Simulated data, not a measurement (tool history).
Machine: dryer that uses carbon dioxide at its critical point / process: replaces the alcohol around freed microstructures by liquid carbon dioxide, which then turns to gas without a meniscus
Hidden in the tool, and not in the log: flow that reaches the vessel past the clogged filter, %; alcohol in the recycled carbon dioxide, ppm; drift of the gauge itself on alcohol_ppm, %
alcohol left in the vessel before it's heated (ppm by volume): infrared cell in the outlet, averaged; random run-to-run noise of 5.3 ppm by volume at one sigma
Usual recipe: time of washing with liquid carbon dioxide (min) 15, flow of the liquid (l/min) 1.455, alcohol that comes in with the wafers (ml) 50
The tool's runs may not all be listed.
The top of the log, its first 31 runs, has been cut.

run    hour  time of washing with liquid carbon dioxide (min)  flow of the liquid (l/min)  alcohol that comes in with the wafers (ml)  hours of work since the filter was changed  hours of work since the purifier's bed was changed  alcohol left in the vessel before it's heated (ppm by volume)
 32  1532.8                                                10                        1.26                                          88                                         215                                                 597                                                           1995
 33  1585.7                                                16                       1.455                                          97                                         234                                                 616                                                            449
 34    1648                                                16                       1.455                                          97                                         256                                                 638                                                            465
 35    1690                                                18                        0.89                                          25                                         271                                                 652                                                            540
     1707.6  -- purifier's bed changed
 36  1760.2                                                18                       1.455                                          75                                         294                                                  19                                                            126
 37    1795                                                15                       1.455                                          95                                         307                                                  31                                                            361
 38    1841                                                14                        1.39                                         103                                         323                                                  47                                                            631
 39  1868.5                                                10                        1.77                                          65                                         333                                                  57                                                            545
 40  1928.2                                                20                        1.14                                          59                                         354                                                  78                                                            226
 41  1956.4                                                15                        0.97                                          73                                         364                                                  88                                                           1266
 42  2004.2                                                12                        1.31                                          33                                         381                                                 105                                                            471
 43  2056.3                                                12                        2.14                                         118                                         399                                                 123                                                            251
 44  2115.3                                                21                        1.25                                          76                                         420                                                 144                                                            190
 45  2153.3                                                10                        0.99                                         120                                         433                                                 157                                                           4903

Predict each of these 4 candidate next runs independently; none follows another, all start after run 45:
  A  2191                                                20                        2.08                                         100                                         447                                                 171                                                              ?
  B  2191                                                11                        2.25                                          27                                         447                                                 171                                                              ?
  C  2191                                                15                        0.95                                          50                                         447                                                 171                                                              ?
  D  2191                                                15                        1.07                                          47                                         447                                                 171                                                              ?

run  alcohol left in the vessel before it's heated (ppm by volume)
  A                                                             79
  B                                                            135
  C                                                           1014
  D                                                            675
What these runs would have given with no unlogged condition in the tool:
run  alcohol left in the vessel before it's heated (ppm by volume)
  A                                                              9
  B                                                             41
  C                                                            656
  D                                                            398

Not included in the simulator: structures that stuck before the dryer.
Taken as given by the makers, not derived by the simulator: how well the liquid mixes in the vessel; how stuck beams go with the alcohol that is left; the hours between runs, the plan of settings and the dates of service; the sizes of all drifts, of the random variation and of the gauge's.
